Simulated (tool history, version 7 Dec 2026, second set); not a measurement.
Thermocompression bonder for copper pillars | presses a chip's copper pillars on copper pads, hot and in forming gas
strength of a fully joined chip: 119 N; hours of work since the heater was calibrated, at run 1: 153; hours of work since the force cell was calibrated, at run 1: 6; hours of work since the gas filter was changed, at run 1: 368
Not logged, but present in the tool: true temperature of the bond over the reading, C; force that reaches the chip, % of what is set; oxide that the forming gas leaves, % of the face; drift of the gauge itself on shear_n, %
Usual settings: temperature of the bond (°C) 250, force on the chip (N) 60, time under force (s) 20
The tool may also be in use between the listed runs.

run	day	temperature of the bond (°C)	force on the chip (N)	time under force (s)	hours of work since the heater was calibrated	hours of work since the force cell was calibrated	hours of work since the gas filter was changed	force that shears a chip off (N)
1	0.000	250	60	20	153	6	368	82.9
2	0.312	250	60	20	158	11	373	83.5
3	0.712	268	60	20	165	18	380	95.2
4	0.917	268	60	20	169	22	383	94.2
5	1.117	250	49	20	172	25	387	72.4
6	1.442	250	60	20	178	31	393	82.4
7	1.796	261	60	20	184	37	399	90.1
8	2.171	261	60	20	190	44	405	90.6
9	2.538	261	60	20	197	50	412	90.4
10	3.000	261	60	20	205	58	420	90.7
11	3.458	247	60	20	213	66	428	80.9
12	3.704	247	60	20	217	70	432	79.0
13	4.092	247	60	20	224	77	439	79.0
14	4.308	250	60	20	228	81	442	81.6
15	4.650	250	60	20	234	87	448	81.8
16	4.846	250	60	34	237	90	452	91.6
17	5.146	250	83	20	242	95	457	98.3
18	5.533	230	60	20	249	102	464	65.2
19	5.871	230	60	20	255	108	470	67.4
20	6.188	230	60	20	260	113	475	65.4
21	6.629	250	52	20	268	121	483	75.4
# day 6.733: forming gas filter changed
22	6.846	267	36	21	271	125	2	71.2
23	7.308	250	58	12	279	133	10	70.4
24	7.767	250	87	20	287	141	18	100.0
25	8.033	249	80	41	292	145	23	106.8
26	8.312	249	80	41	297	150	27	107.3
27	8.629	252	61	32	302	156	33	94.6
28	8.925	252	61	32	307	161	38	94.6
29	9.262	275	60	13	313	167	44	91.6
30	9.583	250	83	20	319	172	50	96.7
31	9.892	250	69	20	324	177	55	89.2
32	10.362	246	73	18	332	186	63	88.7
33	10.633	246	73	18	337	190	68	85.2
34	10.975	273	71	33	343	196	74	112.8
35	11.412	273	47	56	351	204	81	107.1
36	11.671	261	43	12	355	208	86	63.6
37	11.958	261	43	12	360	213	91	63.6
38	12.196	250	41	50	364	218	95	85.2

Consider 5 possible next runs. They are alternatives, not a sequence: every one starts from the tool as it was left by run 38. What does each give?
A	12.454	261	60	31	369	222	99	?
B	12.454	264	41	50	369	222	99	?
C	12.454	250	53	50	369	222	99	?
D	12.454	266	71	50	369	222	99	?
E	12.454	270	39	21	369	222	99	?

run	force that shears a chip off (N)
A	98.2
B	91.9
C	97.3
D	112.8
E	77.4
Without the tool's unlogged condition, the same runs would have read:
run	force that shears a chip off (N)
A	98.3
B	92.0
C	97.4
D	112.9
E	77.5
